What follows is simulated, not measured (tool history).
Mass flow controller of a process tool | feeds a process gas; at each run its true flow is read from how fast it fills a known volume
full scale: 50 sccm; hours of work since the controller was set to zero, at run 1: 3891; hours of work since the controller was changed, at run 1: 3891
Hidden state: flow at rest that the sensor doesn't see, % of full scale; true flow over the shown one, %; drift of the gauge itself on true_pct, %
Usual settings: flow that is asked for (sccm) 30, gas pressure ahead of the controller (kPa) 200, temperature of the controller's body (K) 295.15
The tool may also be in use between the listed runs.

run    hour  flow that is asked for (sccm)  gas pressure ahead of the controller (kPa)  temperature of the controller's body (K)  hours of work since the controller was set to zero  hours of work since the controller was changed  true flow (%)
  1       0                             30                                         200                                    295.15                                                3891                                            3891          99.18
  2   134.5                             15                                         200                                    295.15                                                3966                                            3966          98.32
  3   307.2                             30                                         200                                    294.15                                                4063                                            4063          99.19
  4   514.4                             30                                         200                                    295.15                                                4179                                            4179          99.07
  5   730.7                             30                                         200                                    295.15                                                4300                                            4300          99.13
  6   884.4                             30                                         175                                    295.15                                                4387                                            4387          99.11
  7  1151.2                             30                                         175                                    295.15                                                4536                                            4536          98.98
  8  1295.4                             30                                         175                                    295.15                                                4617                                            4617          99.14
  9  1495.2                             20                                         175                                    295.15                                                4729                                            4729          98.46
 10  1743.6                             20                                         175                                    295.15                                                4868                                            4868           98.3
 11  1976.1                             20                                         175                                    295.15                                                4998                                            4998           98.4
 12  2247.9                             20                                         175                                    295.15                                                5150                                            5150          98.32
 13  2419.9                             20                                         175                                    295.15                                                5247                                            5247          98.27
 14  2645.8                             13                                         200                                    295.15                                                5373                                            5373          98.04
 15  2913.5                             13                                         200                                    295.15                                                5523                                            5523          98.04
 16    3083                             13                                         200                                    295.15                                                5618                                            5618          97.82
 17  3343.9                             13                                         200                                    295.15                                                5765                                            5765          97.84
 18  3573.5                             13                                         200                                    295.15                                                5893                                            5893          97.91
 19  3722.1                             13                                         200                                    295.15                                                5976                                            5976          97.92
     3885.7  -- controller's zero set anew
 20  3893.8                             13                                         200                                    295.15                                                   5                                            6072          97.88
 21  4070.7                             30                                         176                                    295.15                                                 104                                            6171          98.81
 22  4269.8                             30                                         176                                    294.15                                                 215                                            6283          98.73
 23  4506.3                             30                                         200                                    295.15                                                 348                                            6416          98.82
 24  4681.6                             30                                         200                                    295.15                                                 446                                            6514          98.74
 25  4931.7                             28                                         165                                    295.15                                                 586                                            6654          98.59
 26  5181.4                             12                                         230                                    299.15                                                 726                                            6794           97.3

The next listed run, before its measurement:
 27  5417.5                             13                                         210                                    300.15                                                 858                                            6926              ?

Run 27 gave true flow (%) 97.3.
Without the tool's hidden state the same run would have given true flow (%) 97.72.
